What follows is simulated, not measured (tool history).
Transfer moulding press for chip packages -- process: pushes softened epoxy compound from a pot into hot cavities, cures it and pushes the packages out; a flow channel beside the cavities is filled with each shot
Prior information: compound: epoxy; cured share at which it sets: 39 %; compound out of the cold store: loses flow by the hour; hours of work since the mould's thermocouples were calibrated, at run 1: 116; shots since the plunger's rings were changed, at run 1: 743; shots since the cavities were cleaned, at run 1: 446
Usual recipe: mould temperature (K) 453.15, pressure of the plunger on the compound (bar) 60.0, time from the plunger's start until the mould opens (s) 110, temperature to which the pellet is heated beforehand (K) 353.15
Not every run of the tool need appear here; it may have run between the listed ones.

run   hour  mould temperature (K)  pressure of the plunger on the compound (bar)  time from the plunger's start until the mould opens (s)  temperature to which the pellet is heated beforehand (K)  hours of work since the mould's thermocouples were calibrated  shots since the plunger's rings were changed  shots since the cavities were cleaned  incoming compound's hours out of the cold store  length that the compound runs in the flow channel (mm)  greatest force on the pins that push the packages out (N)
  1    0.0                 453.15                                           60.0                                                      110                                                    353.15                                                            116                                           743                                    446                                             14.6                                                     918                                                        433
  2    9.0                 453.15                                           60.0                                                      110                                                    353.15                                                            122                                           844                                    547                                              8.5                                                     940                                                        458
      20.3  -- cavities cleaned with cleaning compound and waxed
  3   22.4                 453.15                                           60.0                                                      110                                                    353.15                                                            130                                           978                                     23                                             43.4                                                     832                                                        280
  4   29.0                 453.15                                           60.0                                                      110                                                    353.15                                                            135                                          1053                                     98                                             21.1                                                     896                                                        333
  5   39.5                 453.15                                           60.0                                                      110                                                    355.15                                                            142                                          1170                                    215                                             47.9                                                     815                                                        359
  6   49.5                 460.15                                           60.0                                                      110                                                    353.15                                                            150                                          1283                                    328                                             46.4                                                     798                                                        314
  7   60.6                 453.15                                           60.0                                                      110                                                    353.15                                                            157                                          1407                                    452                                             18.7                                                     904                                                        439
  8   70.9                 453.15                                           60.0                                                      110                                                    353.15                                                            165                                          1524                                    569                                             16.9                                                     910                                                        467
      80.2  -- cavities cleaned with cleaning compound and waxed
  9   82.6                 453.15                                           60.0                                                      110                                                    356.15                                                            172                                          1638                                     27                                             38.9                                                     839                                                        318
 10   94.6                 453.15                                           60.0                                                      110                                                    356.15                                                            181                                          1773                                    162                                             38.7                                                     840                                                        350
 11  104.1                 453.15                                           60.0                                                      110                                                    353.15                                                            187                                          1880                                    269                                             42.0                                                     831                                                        358
 12  110.5                 453.15                                           60.0                                                      110                                                    353.15                                                            192                                          1952                                    341                                             13.9                                                     914                                                        406
 13  119.8                 453.15                                           60.0                                                      110                                                    353.15                                                            198                                          2057                                    446                                             37.0                                                     843                                                        390
 14  130.9                 453.15                                           60.0                                                      110                                                    353.15                                                            206                                          2182                                    571                                             40.4                                                     832                                                        441
     140.3  -- cavities cleaned with cleaning compound and waxed
 15  140.5                 446.15                                           70.0                                                      132                                                    347.15                                                            212                                          2273                                      2                                             37.9                                                     932                                                        337
 16  149.1                 455.15                                           48.1                                                       91                                                    344.15                                                            218                                          2370                                     99                                             15.9                                                     800                                                        399
 17  158.9                 455.15                                           56.6                                                      110                                                    352.15                                                            225                                          2480                                    209                                             28.6                                                     830                                                        349
 18  170.7                 454.15                                           48.2                                                      110                                                    352.15                                                            233                                          2613                                    342                                             11.9                                                     816                                                        382
 19  179.4                 460.15                                           63.0                                                      110                                                    360.15                                                            240                                          2711                                    440                                             43.3                                                     818                                                        336
 20  191.1                 460.15                                           63.0                                                      110                                                    360.15                                                            248                                          2843                                    572                                             36.8                                                     836                                                        364
     199.9  -- cavities cleaned with cleaning compound and waxed
 21  201.8                 460.15                                           50.9                                                      148                                                    360.15                                                            254                                          2946                                     22                                             23.3                                                     787                                                        250
 22  209.9                 453.15                                           59.5                                                      145                                                    353.15                                                            260                                          3037                                    113                                             36.7                                                     834                                                        268
 23  217.3                 453.15                                           59.5                                                      145                                                    353.15                                                            265                                          3120                                    196                                             46.6                                                     805                                                        282
 24  227.6                 453.15                                           52.7                                                      110                                                    354.15                                                            273                                          3237                                    313                                             44.4                                                     764                                                        379
 25  233.6                 455.15                                           46.2                                                      131                                                    348.15                                                            277                                          3303                                    379                                             16.5                                                     778                                                        327
 26  240.7                 457.15                                           47.5                                                      146                                                    362.15                                                            282                                          3384                                    460                                             45.4                                                     707                                                        335
 27  252.7                 453.15                                           49.0                                                      110                                                    353.15                                                            291                                          3518                                    594                                             36.5                                                     757                                                        427
     259.5  -- cavities cleaned with cleaning compound and waxed
 28  265.1                 453.15                                           49.0                                                      110                                                    353.15                                                            298                                          3641                                     62                                             11.8                                                     819                                                        311

Each row is a separate what-if for the run after 28, all from the same tool condition, not one after another. Results?
  A  275.5                 453.15                                           72.5                                                      140                                                    353.15                                                            306                                          3759                                    180                                             38.6                                                       ?                                                          ?
  B  275.5                 453.15                                           68.1                                                      144                                                    353.15                                                            306                                          3759                                    180                                             28.4                                                       ?                                                          ?
  C  275.5                 445.15                                           56.4                                                      110                                                    353.15                                                            306                                          3759                                    180                                             20.8                                                       ?                                                          ?

run  length that the compound runs in the flow channel (mm)  greatest force on the pins that push the packages out (N)
  A                                                     911                                                        288
  B                                                     915                                                        280
  C                                                     883                                                        613
With the hidden condition removed and each run's random variation left untouched, the same runs would have given:
run  length that the compound runs in the flow channel (mm)  greatest force on the pins that push the packages out (N)
  A                                                     939                                                        239
  B                                                     942                                                        235
  C                                                     910                                                        526

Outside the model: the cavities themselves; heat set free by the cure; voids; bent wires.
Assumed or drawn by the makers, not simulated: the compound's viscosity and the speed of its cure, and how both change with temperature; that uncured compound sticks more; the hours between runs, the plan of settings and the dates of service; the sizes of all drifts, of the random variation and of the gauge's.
